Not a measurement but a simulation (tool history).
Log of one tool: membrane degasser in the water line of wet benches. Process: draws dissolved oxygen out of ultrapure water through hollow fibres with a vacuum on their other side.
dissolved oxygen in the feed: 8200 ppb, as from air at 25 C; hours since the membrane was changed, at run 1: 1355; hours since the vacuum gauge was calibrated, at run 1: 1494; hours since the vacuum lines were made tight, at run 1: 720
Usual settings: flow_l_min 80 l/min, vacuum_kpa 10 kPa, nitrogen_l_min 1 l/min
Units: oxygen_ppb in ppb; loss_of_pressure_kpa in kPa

| run | hour | flow_l_min | vacuum_kpa | nitrogen_l_min | hours since the membrane was changed | hours since the vacuum gauge was calibrated | hours since the vacuum lines were made tight | oxygen_ppb | loss_of_pressure_kpa |
|---|---|---|---|---|---|---|---|---|---|
| 1 | 0 | 80 | 10 | 1 | 1355 | 1494 | 720 | 886 | 47.45 |
| 2 | 49.5 | 80 | 10 | 1 | 1405 | 1543 | 770 | 886.5 | 47.41 |
| 3 | 116.9 | 80 | 10 | 1 | 1472 | 1610 | 837 | 884.6 | 47.49 |
| 4 | 205 | 116 | 10 | 1 | 1560 | 1699 | 925 | 1129.9 | 68.81 |
| 5 | 294 | 116 | 10 | 1 | 1649 | 1788 | 1014 | 1132.8 | 68.84 |
| 6 | 335.9 | 116 | 10 | 1 | 1691 | 1829 | 1056 | 1131.4 | 68.85 |
| 7 | 382 | 48 | 10 | 1 | 1737 | 1876 | 1102 | 609.2 | 28.53 |
| 8 | 434.4 | 48 | 10 | 1 | 1790 | 1928 | 1154 | 606.5 | 28.54 |
| 9 | 479.4 | 48 | 10 | 1 | 1835 | 1973 | 1200 | 607.4 | 28.51 |
| 10 | 518.7 | 80 | 10 | 1.09 | 1874 | 2012 | 1239 | 839.5 | 47.56 |
| 11 | 601.6 | 80 | 10 | 1.09 | 1957 | 2095 | 1322 | 834.8 | 47.79 |
| 12 | 670.1 | 80 | 10 | 1.09 | 2025 | 2164 | 1390 | 840.1 | 47.7 |
| 13 | 750 | 80 | 10 | 2.42 | 2105 | 2244 | 1470 | 488.4 | 47.98 |
| 14 | 816.7 | 80 | 10 | 2.42 | 2172 | 2310 | 1537 | 489.9 | 47.94 |
| 15 | 854.4 | 80 | 10 | 2.42 | 2210 | 2348 | 1574 | 490 | 47.67 |
| 16 | 908.9 | 80 | 10 | 2.42 | 2264 | 2403 | 1629 | 491.7 | 47.93 |
| 17 | 966.5 | 80 | 10 | 2.42 | 2322 | 2460 | 1687 | 490 | 47.96 |
| 18 | 1009.2 | 113 | 11.7 | 2.96 | 2364 | 2503 | 1729 | 695.9 | 67.84 |
| 19 | 1084.9 | 80 | 9 | 1.12 | 2440 | 2579 | 1805 | 717.2 | 47.91 |
| 20 | 1125 | 93 | 14.9 | 1 | 2480 | 2619 | 1845 | 1555.8 | 55.74 |
| 21 | 1165.1 | 93 | 14.9 | 1 | 2520 | 2659 | 1885 | 1549.3 | 55.86 |
| 22 | 1228.2 | 93 | 14.9 | 1 | 2583 | 2722 | 1948 | 1555.1 | 55.77 |
| 23 | 1282.8 | 53 | 10 | 2.34 | 2638 | 2776 | 2003 | 344.9 | 31.8 |
| 24 | 1323.7 | 106 | 10 | 0.74 | 2679 | 2817 | 2044 | 1244 | 63.91 |
| 25 | 1399.3 | 106 | 10 | 0.74 | 2754 | 2893 | 2119 | 1246.6 | 63.56 |
| 26 | 1464.2 | 83 | 10 | 1 | 2819 | 2958 | 2184 | 907.5 | 50.24 |
| 27 | 1537.3 | 83 | 10 | 1 | 2892 | 3031 | 2257 | 907.7 | 50.08 |
| 28 | 1614.6 | 76 | 10 | 1 | 2970 | 3108 | 2335 | 853.2 | 45.82 |
| 29 | 1701.3 | 71 | 10 | 0.59 | 3056 | 3195 | 2421 | 1101.2 | 42.91 |
| 30 | 1792.1 | 71 | 10 | 0.59 | 3147 | 3286 | 2512 | 1105.4 | 43.05 |
| 31 | 1839.4 | 60 | 16.2 | 0.47 | 3195 | 3333 | 2559 | 1980.2 | 36.5 |
| 32 | 1877.9 | 49 | 12.1 | 0.41 | 3233 | 3371 | 2598 | 1378.5 | 29.77 |

4 ways to go on from here, each from the tool as it stands after run 32. What would each give?
| A | 1960.1 | 53 | 10 | 2.68 | 3315 | 3454 | 2680 | ? | ? |
| B | 1960.1 | 80 | 15.9 | 1 | 3315 | 3454 | 2680 | ? | ? |
| C | 1960.1 | 80 | 21.2 | 1 | 3315 | 3454 | 2680 | ? | ? |
| D | 1960.1 | 65 | 8.6 | 0.41 | 3315 | 3454 | 2680 | ? | ? |

| run | oxygen_ppb | loss_of_pressure_kpa |
|---|---|---|
| A | 309.6 | 31.97 |
| B | 1514 | 48.52 |
| C | 2017.4 | 48.73 |
| D | 1026.8 | 39.35 |
Without the tool's hidden state the same runs would have given:
| run | oxygen_ppb | loss_of_pressure_kpa |
|---|---|---|
| A | 309.5 | 31.28 |
| B | 1513.8 | 47.48 |
| C | 2017.2 | 47.69 |
| D | 1026.4 | 38.51 |

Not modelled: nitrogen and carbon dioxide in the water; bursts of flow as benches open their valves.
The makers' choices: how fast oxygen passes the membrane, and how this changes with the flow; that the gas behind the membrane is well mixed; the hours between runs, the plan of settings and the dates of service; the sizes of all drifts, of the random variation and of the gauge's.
